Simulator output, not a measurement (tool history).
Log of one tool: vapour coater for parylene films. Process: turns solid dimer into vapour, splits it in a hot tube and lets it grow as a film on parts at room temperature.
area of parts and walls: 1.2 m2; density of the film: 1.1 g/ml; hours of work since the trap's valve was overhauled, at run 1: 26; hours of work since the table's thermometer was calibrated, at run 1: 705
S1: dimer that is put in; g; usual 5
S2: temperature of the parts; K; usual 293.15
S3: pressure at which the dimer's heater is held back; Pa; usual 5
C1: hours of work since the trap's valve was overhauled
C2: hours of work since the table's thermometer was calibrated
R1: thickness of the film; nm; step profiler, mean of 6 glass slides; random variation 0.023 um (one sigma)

run   hour  S1      S2    S3   C1   C2    R1
  1      0   5  293.15     5   26  705  2230
  2     13   5  293.15     5   36  716  2260
  3     33   5  293.15     5   53  733  2210
  4   50.8   5  294.15     5   68  747  2210
  5   65.5   5  294.15     5   80  759  2190
  6   78.9   5  293.15     5   91  770  2220
  7   98.7   5  293.15     5  107  787  2220
  8  111.6   5  293.15     5  118  798  2220
  9  123.3   6  300.15     5  128  807  2330
 10  145.8   3  290.15  4.04  146  826  1420
 11  162.7   5  288.15  5.42  160  840  2390
 12  186.3   5  288.15  5.42  180  859  2380
 13  203.4   5  288.15  5.42  194  873  2370
 14  222.9   5  288.15  5.42  210  890  2400
 15  248.7   5  300.15  6.33  231  911  1870

5 ways to go on from here, each from the tool as it stands after run 15. What would each give?
  A  270.3   2  300.15  7.77  249  929   ?
  B  270.3   3  293.15  3.44  249  929   ?
  C  270.3   5  297.15  6.29  249  929   ?
  D  270.3   5  300.15  7.07  249  929   ?
  E  270.3   3  291.15  6.33  249  929   ?

run    R1
  A   740
  B  1330
  C  1970
  D  1900
  E  1280
Without the tool's hidden state the same runs would have given:
run    R1
  A   780
  B  1400
  C  2080
  D  2000
  E  1350
